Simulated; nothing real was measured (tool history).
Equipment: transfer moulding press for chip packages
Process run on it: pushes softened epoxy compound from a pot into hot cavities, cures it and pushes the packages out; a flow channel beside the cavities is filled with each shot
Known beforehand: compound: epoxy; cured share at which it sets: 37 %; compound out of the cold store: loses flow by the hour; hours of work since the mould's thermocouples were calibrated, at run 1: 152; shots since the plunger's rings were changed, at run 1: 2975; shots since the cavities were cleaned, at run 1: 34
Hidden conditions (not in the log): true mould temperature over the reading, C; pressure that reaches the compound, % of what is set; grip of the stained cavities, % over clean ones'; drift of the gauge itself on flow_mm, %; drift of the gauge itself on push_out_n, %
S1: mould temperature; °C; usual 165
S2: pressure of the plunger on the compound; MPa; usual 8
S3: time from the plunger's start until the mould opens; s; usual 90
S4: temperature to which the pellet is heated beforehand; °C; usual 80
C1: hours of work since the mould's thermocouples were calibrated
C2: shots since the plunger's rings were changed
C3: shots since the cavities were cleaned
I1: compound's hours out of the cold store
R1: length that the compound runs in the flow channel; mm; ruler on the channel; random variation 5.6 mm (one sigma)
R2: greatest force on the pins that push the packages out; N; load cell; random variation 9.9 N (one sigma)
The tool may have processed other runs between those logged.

| run | hour | S1 | S2 | S3 | S4 | C1 | C2 | C3 | I1 | R1 | R2 |
|---|---|---|---|---|---|---|---|---|---|---|---|
| 1 | 0 | 165 | 8 | 90 | 80 | 152 | 2975 | 34 | 11.4 | 1001 | 493 |
|  | 30.9 | plunger's sealing rings changed |
|  | 42.4 | cavities cleaned with cleaning compound and waxed |
| 2 | 70.3 | 165 | 8 | 72 | 80 | 204 | 619 | 455 | 24.3 | 961 | 1094 |
|  | 86.7 | cavities cleaned with cleaning compound and waxed |
| 3 | 119.5 | 165 | 8 | 72 | 80 | 241 | 1396 | 534 | 35 | 890 | 860 |
|  | 129.6 | cavities cleaned with cleaning compound and waxed |
| 4 | 156.5 | 165 | 8 | 72 | 80 | 270 | 1976 | 439 | 9.6 | 1031 | 829 |
|  | 172.3 | cavities cleaned with cleaning compound and waxed |
| 5 | 210.7 | 158 | 8 | 90 | 80 | 311 | 2835 | 626 | 23.5 | 960 | 917 |
|  | 217.7 | cavities cleaned with cleaning compound and waxed |
|  | 253.7 | plunger's sealing rings changed |
|  | 265.8 | cavities cleaned with cleaning compound and waxed |
| 6 | 269.3 | 158 | 8 | 90 | 71 | 353 | 231 | 57 | 35.7 | 935 | 620 |
|  | 281.8 | cavities cleaned with cleaning compound and waxed, once more |
| 7 | 315 | 158 | 8 | 90 | 71 | 388 | 952 | 542 | 16.2 | 1038 | 894 |
|  | 324.9 | cavities cleaned with cleaning compound and waxed |
|  | 370 | cavities cleaned with cleaning compound and waxed |
| 8 | 370 | 160 | 8 | 90 | 71 | 429 | 1799 | 0 | 24 | 958 | 534 |
| 9 | 400.1 | 160 | 8 | 90 | 71 | 452 | 2291 | 492 | 40.8 | 866 | 746 |
|  | 413.1 | cavities cleaned with cleaning compound and waxed |
|  | 452 | mould's thermocouples calibrated |
|  | 460.5 | cavities cleaned with cleaning compound and waxed |
| 10 | 460.9 | 160 | 8 | 90 | 71 | 6 | 3200 | 6 | 21.5 | 947 | 556 |
|  | 479.1 | plunger's sealing rings changed |
|  | 504.6 | cavities cleaned with cleaning compound and waxed |
| 11 | 524.4 | 165 | 8 | 112 | 80 | 53 | 714 | 323 | 42.6 | 857 | 560 |
|  | 546.4 | cavities cleaned with cleaning compound and waxed |
| 12 | 566.9 | 165 | 8 | 112 | 80 | 85 | 1383 | 334 | 26.2 | 935 | 559 |
|  | 589.3 | cavities cleaned with cleaning compound and waxed |
| 13 | 625.5 | 165 | 8 | 112 | 80 | 130 | 2314 | 591 | 13.2 | 993 | 650 |
|  | 633.1 | cavities cleaned with cleaning compound and waxed |
|  | 676.1 | cavities cleaned with cleaning compound and waxed |
| 14 | 690.5 | 157 | 9.98 | 89 | 80 | 179 | 3325 | 235 | 13.3 | 1126 | 876 |
|  | 698 | plunger's sealing rings changed |
|  | 723.6 | cavities cleaned with cleaning compound and waxed |
| 15 | 750.9 | 172 | 9.98 | 77 | 83 | 223 | 840 | 446 | 25.1 | 1034 | 637 |
|  | 766.9 | cavities cleaned with cleaning compound and waxed |
|  | 812.2 | cavities cleaned with cleaning compound and waxed |
| 16 | 812.2 | 160 | 9.82 | 77 | 83 | 269 | 1790 | 0 | 44.9 | 944 | 663 |
|  | 854.8 | cavities cleaned with cleaning compound and waxed |
| 17 | 869.6 | 160 | 9.82 | 77 | 83 | 313 | 2702 | 241 | 9.6 | 1146 | 956 |
|  | 898.7 | cavities cleaned with cleaning compound and waxed |
|  | 918 | plunger's sealing rings changed |
| 18 | 937.5 | 160 | 9.82 | 77 | 83 | 364 | 318 | 591 | 47 | 955 | 961 |
|  | 948.2 | cavities cleaned with cleaning compound and waxed |
| 19 | 982.3 | 172 | 7.67 | 90 | 80 | 398 | 1025 | 555 | 24.3 | 907 | 636 |
|  | 991.7 | cavities cleaned with cleaning compound and waxed |
| 20 | 1016.7 | 163 | 8.79 | 98 | 71 | 424 | 1562 | 409 | 10.3 | 1095 | 642 |
|  | 1033.5 | cavities cleaned with cleaning compound and waxed |
| 21 | 1067.2 | 163 | 8.79 | 98 | 71 | 462 | 2361 | 550 | 44.1 | 862 | 683 |
|  | 1078.1 | cavities cleaned with cleaning compound and waxed |
|  | 1103.6 | mould's thermocouples calibrated |
| 22 | 1108 | 163 | 8.79 | 98 | 71 | 3 | 2970 | 456 | 39.7 | 890 | 628 |

Run 23, settings as shown, results not yet in. Your forecast:
|  | 1123.4 | cavities cleaned with cleaning compound and waxed |
|  | 1140.3 | plunger's sealing rings changed |
| 23 | 1156.3 | 167 | 8.64 | 128 | 77 | 38 | 260 | 496 | 27.8 | ? | ? |

{"run 23": {"R1": 978, "R2": 633}}
Minus the tool's unlogged condition, the same run would have read R1 987 mm, R2 432 N.
